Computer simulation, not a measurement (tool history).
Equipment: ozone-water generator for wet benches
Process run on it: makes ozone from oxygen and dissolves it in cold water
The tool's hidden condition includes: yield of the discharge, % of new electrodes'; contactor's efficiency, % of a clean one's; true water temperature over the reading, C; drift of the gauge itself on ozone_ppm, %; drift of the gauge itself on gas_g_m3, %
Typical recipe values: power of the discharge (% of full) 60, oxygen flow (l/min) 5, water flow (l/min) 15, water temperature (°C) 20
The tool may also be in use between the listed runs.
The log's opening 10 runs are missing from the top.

run,hour,power of the discharge (% of full),oxygen flow (l/min),water flow (l/min),water temperature (°C),hours of work since the electrodes were changed,hours of work since the contactor was cleaned,hours of work since the thermometer was calibrated,dissolved ozone (ppm),ozone in the gas ahead of the water (g/m3)
11,1003.3,60,5,15,20,3455,304,3455,10.8,119.8
12,1134.1,60,5,13,20,3566,415,3566,12.2,116.7
13,1246.8,60,5,13,20,3662,510,3662,12,118.5
# hour 1256.6: water thermometer calibrated
14,1345.1,60,5,13,20,3745,593,75,12.1,116.6
15,1484,60,7.75,15,20,3862,711,193,10.4,97.4
16,1576.8,60,5,15,20,3941,790,272,10.5,117.7
# hour 1630.7: water thermometer calibrated, once more
17,1700.6,61,5,15,17,4046,895,59,11.4,118.2
18,1769.6,61,5,11,17,4104,953,118,15,117.8
19,1832.3,92,5,16,13,4157,1006,171,14.9,158.7
20,1948.6,92,5,16,13,4256,1105,270,15.1,158.3
21,2015.9,60,6.39,10,20,4313,1162,327,14.5,104.3
22,2094.1,87,4.83,18,19,4379,1228,393,11.5,154.7
23,2199.3,60,3.54,11,20,4469,1317,482,13.7,132.9
24,2310.6,40,5.41,11,13,4563,1412,577,11.8,81.9
25,2375.4,40,5.41,11,13,4618,1467,632,11.9,82
26,2472.2,60,5,24,12,4700,1549,714,7,114.9
27,2553,60,5,24,12,4769,1617,782,6.7,114.1
28,2610.7,60,5,15,20,4818,1666,831,10,115.5
29,2698.8,60,5,15,20,4892,1741,906,10,114.3
30,2804,89,5.65,15,20,4982,1830,995,13.6,142.7
31,2864.2,60,6.47,15,23,5033,1881,1046,9.4,101.8

Each row is a separate what-if for the run after 31, all from the same tool condition, not one after another. Results?
A,2976.5,64,5,16,20,5128,1977,1142,?,?
B,2976.5,60,3.02,12,18,5128,1977,1142,?,?
C,2976.5,77,5,15,20,5128,1977,1142,?,?
D,2976.5,66,3.16,17,20,5128,1977,1142,?,?
E,2976.5,60,4.92,15,23,5128,1977,1142,?,?

run,dissolved ozone (ppm),ozone in the gas ahead of the water (g/m3)
A,10.2,120.7
B,12.6,140.8
C,12.1,138.6
D,9.2,150
E,9.5,115
The same runs, with their run-to-run variation unchanged, on a tool lacking any hidden condition would have given:
run,dissolved ozone (ppm),ozone in the gas ahead of the water (g/m3)
A,11.8,136.8
B,14.5,158.6
C,14.3,160
D,10.7,170.5
E,11,129.6

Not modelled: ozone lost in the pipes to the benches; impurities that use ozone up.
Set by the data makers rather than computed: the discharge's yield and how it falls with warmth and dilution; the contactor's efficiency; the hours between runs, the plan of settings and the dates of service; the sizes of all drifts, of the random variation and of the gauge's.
